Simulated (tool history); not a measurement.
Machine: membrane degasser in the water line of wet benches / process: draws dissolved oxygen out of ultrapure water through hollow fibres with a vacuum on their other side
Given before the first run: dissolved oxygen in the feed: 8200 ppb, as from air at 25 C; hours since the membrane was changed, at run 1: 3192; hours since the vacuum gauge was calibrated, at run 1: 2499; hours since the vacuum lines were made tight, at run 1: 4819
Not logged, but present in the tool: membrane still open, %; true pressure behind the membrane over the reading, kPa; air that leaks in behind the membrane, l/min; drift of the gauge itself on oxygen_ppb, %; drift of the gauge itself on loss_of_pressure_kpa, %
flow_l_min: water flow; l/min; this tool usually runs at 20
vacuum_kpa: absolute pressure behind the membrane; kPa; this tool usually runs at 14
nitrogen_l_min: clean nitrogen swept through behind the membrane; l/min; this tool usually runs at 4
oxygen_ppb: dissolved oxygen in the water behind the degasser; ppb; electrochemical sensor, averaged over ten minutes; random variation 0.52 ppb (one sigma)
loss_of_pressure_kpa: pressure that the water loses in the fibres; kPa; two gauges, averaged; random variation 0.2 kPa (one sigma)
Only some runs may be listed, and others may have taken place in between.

| run | hour | flow_l_min | vacuum_kpa | nitrogen_l_min | hours since the membrane was changed | hours since the vacuum gauge was calibrated | hours since the vacuum lines were made tight | oxygen_ppb | loss_of_pressure_kpa |
|---|---|---|---|---|---|---|---|---|---|
| 1 | 0 | 20 | 14 | 4 | 3192 | 2499 | 4819 | 135.2 | 44.92 |
| 2 | 94.2 | 20 | 14 | 4 | 3286 | 2593 | 4914 | 134.2 | 44.67 |
| 3 | 170.8 | 20 | 14 | 2.6 | 3363 | 2670 | 4990 | 202 | 44.75 |
| 4 | 290.7 | 20 | 14 | 2.6 | 3483 | 2790 | 5110 | 200.6 | 45.06 |
| 5 | 361.8 | 16 | 14 | 4 | 3554 | 2861 | 5181 | 108.2 | 35.71 |
| 6 | 416.8 | 16 | 14 | 4 | 3609 | 2916 | 5236 | 108.4 | 36.19 |
| 7 | 483 | 16 | 14 | 4 | 3675 | 2982 | 5302 | 109.1 | 35.82 |
|  | 491.7 | vacuum gauge calibrated |
| 8 | 550.8 | 27 | 9.5 | 4 | 3742 | 59 | 5370 | 119.7 | 60.61 |

Forecast run 9:
| 9 | 642.9 | 14 | 25.3 | 4 | 3835 | 151 | 5462 | ? | ? |

Run 9 produced oxygen_ppb 193.8 ppb, loss_of_pressure_kpa 31.41 kPa.
The same run, on a tool lacking any hidden state, would have yielded oxygen_ppb 187.7 ppb, loss_of_pressure_kpa 30.94 kPa.

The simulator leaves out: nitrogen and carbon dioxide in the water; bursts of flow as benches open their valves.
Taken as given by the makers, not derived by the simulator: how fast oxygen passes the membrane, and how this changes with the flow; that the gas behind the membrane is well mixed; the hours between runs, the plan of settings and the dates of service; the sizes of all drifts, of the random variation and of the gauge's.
